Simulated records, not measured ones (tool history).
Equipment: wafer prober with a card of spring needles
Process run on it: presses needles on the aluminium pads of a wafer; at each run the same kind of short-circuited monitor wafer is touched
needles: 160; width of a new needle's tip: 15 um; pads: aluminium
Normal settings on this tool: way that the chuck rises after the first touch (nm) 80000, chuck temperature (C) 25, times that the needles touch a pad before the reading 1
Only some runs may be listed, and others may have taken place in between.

run   hour  way that the chuck rises after the first touch (nm)  chuck temperature (C)  times that the needles touch a pad before the reading  resistance of one needle with its contact and lead (mohm)  way that a needle slides on the pad (nm)
  1    0.0                                                80000                     25                                                      1                                                        172                                     18670
      17.3  -- tips cleaned on abrasive film
  2   22.2                                                80000                     25                                                      1                                                        236                                     18640
      35.3  -- tips cleaned on abrasive film
      53.4  -- tips cleaned on abrasive film
  3   55.7                                                80000                     25                                                      1                                                        206                                     18610
      70.8  -- tips cleaned on abrasive film
  4   82.1                                                80000                     25                                                      1                                                        266                                     18620
      88.4  -- tips cleaned on abrasive film
      99.3  -- height of the first contact set anew
  5  100.7                                                80000                     25                                                      2                                                        231                                     19260
     107.5  -- tips cleaned on abrasive film
  6  116.4                                                80000                     25                                                      2                                                        221                                     19270
     126.4  -- tips cleaned on abrasive film
  7  130.2                                                80000                     25                                                      2                                                        196                                     19210
     144.1  -- tips cleaned on abrasive film
  8  144.1                                                80000                     25                                                      1                                                        183                                     19150
     164.3  -- tips cleaned on abrasive film
  9  166.7                                                80000                     25                                                      1                                                        208                                     19120
     181.9  -- tips cleaned on abrasive film
 10  196.7                                                80000                     29                                                      1                                                        281                                     19120
     200.3  -- tips cleaned on abrasive film
     217.9  -- tips cleaned on abrasive film
 11  217.9                                                80000                     29                                                      1                                                        183                                     19150
     236.3  -- tips cleaned on abrasive film
 12  238.7                                                80000                     25                                                      2                                                        194                                     19120
     253.9  -- tips cleaned on abrasive film
 13  263.4                                                73000                     27                                                      2                                                        237                                     17380
     272.7  -- tips cleaned on abrasive film
     291.9  -- tips cleaned on abrasive film
 14  296.2                                                73000                     27                                                      2                                                        210                                     17350
     309.5  -- tips cleaned on abrasive film
 15  322.8                                                80000                     39                                                      1                                                        277                                     19010
     328.9  -- tips cleaned on abrasive film
     346.3  -- tips cleaned on abrasive film
 16  348.2                                                80000                     39                                                      1                                                        208                                     18910
     364.1  -- tips cleaned on abrasive film
 17  381.2                                                65000                     25                                                      1                                                        340                                     15270
     384.1  -- tips cleaned on abrasive film
     401.8  -- tips cleaned on abrasive film
 18  414.7                                                65000                     25                                                      1                                                        345                                     15240
     421.2  -- tips cleaned on abrasive film
     438.8  -- tips cleaned on abrasive film
 19  444.8                                                80000                    125                                                      2                                                        227                                     18810
     457.0  -- tips cleaned on abrasive film
 20  464.1                                                72000                    112                                                      1                                                        276                                     16870

Forecast run 21:
     475.6  -- tips cleaned on abrasive film
 21  486.3                                               100000                     25                                                      3                                                          ?                                         ?

Run 21 gave resistance of one needle with its contact and lead (mohm) 188, way that a needle slides on the pad (nm) 23660.
Without the tool's hidden state the same run would have given resistance of one needle with its contact and lead (mohm) 163, way that a needle slides on the pad (nm) 24120.
